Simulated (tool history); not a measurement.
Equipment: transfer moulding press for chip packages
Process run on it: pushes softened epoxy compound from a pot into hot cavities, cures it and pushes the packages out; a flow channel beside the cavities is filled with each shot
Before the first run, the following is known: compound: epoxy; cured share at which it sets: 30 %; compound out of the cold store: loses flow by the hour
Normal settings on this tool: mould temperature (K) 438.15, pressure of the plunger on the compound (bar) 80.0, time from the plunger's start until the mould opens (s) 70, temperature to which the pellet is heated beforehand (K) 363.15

run   hour  mould temperature (K)  pressure of the plunger on the compound (bar)  time from the plunger's start until the mould opens (s)  temperature to which the pellet is heated beforehand (K)  incoming compound's hours out of the cold store  length that the compound runs in the flow channel (mm)  greatest force on the pins that push the packages out (N)
  1    0.0                 438.15                                           80.0                                                       70                                                    363.15                                             38.6                                                     650                                                        859
      24.1  -- cavities cleaned with cleaning compound and waxed
  2   29.5                 438.15                                           80.0                                                       70                                                    363.15                                             29.6                                                     673                                                        659
      46.4  -- plunger's sealing rings changed
      84.7  -- cavities cleaned with cleaning compound and waxed
  3   85.2                 438.15                                           80.0                                                       70                                                    363.15                                             24.4                                                     711                                                        591
  4  117.0                 438.15                                           80.0                                                       70                                                    363.15                                             38.2                                                     675                                                        847
     141.5  -- cavities cleaned with cleaning compound and waxed
  5  175.7                 438.15                                           80.0                                                       70                                                    363.15                                              8.3                                                     749                                                        970
     199.0  -- cavities cleaned with cleaning compound and waxed
  6  202.5                 438.15                                           80.0                                                       70                                                    363.15                                             28.5                                                     689                                                        638
  7  240.1                 438.15                                           80.0                                                       70                                                    363.15                                             45.1                                                     642                                                        879
     255.0  -- cavities cleaned with cleaning compound and waxed
  8  280.6                 438.15                                           80.0                                                       78                                                    363.15                                             41.1                                                     645                                                        662
     313.2  -- cavities cleaned with cleaning compound and waxed
  9  313.2                 438.15                                           80.0                                                       70                                                    363.15                                             21.9                                                     687                                                        585
     336.5  -- plunger's sealing rings changed
     373.0  -- cavities cleaned with cleaning compound and waxed
 10  374.2                 438.15                                           74.4                                                       70                                                    363.15                                              9.2                                                     728                                                        646
 11  426.8                 436.15                                           92.2                                                       70                                                    363.15                                             46.9                                                     702                                                       1120
     433.2  -- cavities cleaned with cleaning compound and waxed
 12  486.6                 438.15                                           80.0                                                       67                                                    354.15                                             24.4                                                     695                                                       1229
     490.9  -- cavities cleaned with cleaning compound and waxed
 13  528.5                 432.15                                           70.8                                                       89                                                    359.15                                             17.1                                                     681                                                        934
     548.9  -- cavities cleaned with cleaning compound and waxed
 14  586.1                 433.15                                           80.0                                                       70                                                    363.15                                             14.4                                                     721                                                       1508
     607.1  -- cavities cleaned with cleaning compound and waxed
     626.7  -- plunger's sealing rings changed
 15  647.0                 442.15                                           72.1                                                       84                                                    359.15                                              8.1                                                     714                                                        553
     667.2  -- cavities cleaned with cleaning compound and waxed
 16  699.1                 442.15                                           72.1                                                       84                                                    359.15                                             39.9                                                     626                                                        536
     727.1  -- cavities cleaned with cleaning compound and waxed
 17  737.7                 442.15                                           72.1                                                       84                                                    359.15                                             21.5                                                     666                                                        458
     784.1  -- cavities cleaned with cleaning compound and waxed
 18  795.9                 442.15                                           72.1                                                       84                                                    359.15                                             35.3                                                     627                                                        453
 19  825.1                 438.15                                           80.0                                                       70                                                    363.15                                             43.1                                                     649                                                        970
     843.0  -- cavities cleaned with cleaning compound and waxed
 20  885.3                 438.15                                           80.0                                                       70                                                    356.15                                             43.7                                                     640                                                        985

Results for each run, recomputed without the tool's hidden state and with each run's random variation untouched:
The hidden state here: true mould temperature over the reading, C; pressure that reaches the compound, % of what is set; grip of the stained cavities, % over clean ones'; drift of the gauge itself on flow_mm, %; drift of the gauge itself on push_out_n, %.
run  length that the compound runs in the flow channel (mm)  greatest force on the pins that push the packages out (N)
  1                                                     677                                                        543
  2                                                     704                                                        571
  3                                                     715                                                        560
  4                                                     683                                                        539
  5                                                     766                                                        595
  6                                                     707                                                        559
  7                                                     663                                                        521
  8                                                     671                                                        432
  9                                                     719                                                        552
 10                                                     732                                                        577
 11                                                     713                                                        619
 12                                                     713                                                        667
 13                                                     703                                                        548
 14                                                     753                                                        891
 15                                                     716                                                        343
 16                                                     634                                                        336
 17                                                     678                                                        367
 18                                                     645                                                        345
 19                                                     671                                                        537
 20                                                     669                                                        545
